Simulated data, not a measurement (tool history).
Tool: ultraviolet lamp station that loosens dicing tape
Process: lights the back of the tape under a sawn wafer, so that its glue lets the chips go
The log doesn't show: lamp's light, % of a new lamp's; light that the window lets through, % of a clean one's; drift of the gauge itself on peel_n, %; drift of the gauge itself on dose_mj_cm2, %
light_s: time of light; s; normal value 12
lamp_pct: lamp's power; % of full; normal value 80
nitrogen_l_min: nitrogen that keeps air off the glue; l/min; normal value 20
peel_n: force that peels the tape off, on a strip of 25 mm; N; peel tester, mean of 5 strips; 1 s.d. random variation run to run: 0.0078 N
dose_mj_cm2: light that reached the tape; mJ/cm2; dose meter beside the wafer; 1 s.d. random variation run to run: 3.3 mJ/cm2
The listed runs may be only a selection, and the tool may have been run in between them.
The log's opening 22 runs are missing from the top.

run	hour	light_s	lamp_pct	nitrogen_l_min	hours of work of the lamp	hours of work since the window was cleaned	peel_n	dose_mj_cm2
23	286.7	15	83	11	207	9	0.316	651
24	297.9	15	83	11	214	16	0.312	640
25	307.8	24	85	8	220	22	0.211	1056
26	317.6	24	85	8	226	28	0.212	1059
27	332.4	12	81	9	235	37	0.619	499
28	351.1	8	68	9	246	48	1.576	278
29	369.4	6	61	18	257	59	1.756	183
30	379.5	12	80	9	263	65	0.660	486
31	389.0	12	86	34	269	71	0.245	520
32	398.3	8	72	7	274	76	1.721	288
33	414.6	8	72	36	284	86	0.622	290
34	429.8	18	82	21	293	95	0.204	735
35	444.8	18	82	21	302	104	0.218	726

4 options for the next run, each taken on its own from the tool as it stands now. Forecast them:
A	463.2	12	69	10	313	115	?	?
B	463.2	10	82	30	313	115	?	?
C	463.2	18	85	21	313	115	?	?
D	463.2	17	80	7	313	115	?	?

run	peel_n	dose_mj_cm2
A	0.867	405
B	0.371	402
C	0.201	756
D	0.424	668
Without the tool's hidden state the same runs would have given:
run	peel_n	dose_mj_cm2
A	0.711	452
B	0.309	449
C	0.192	842
D	0.347	745
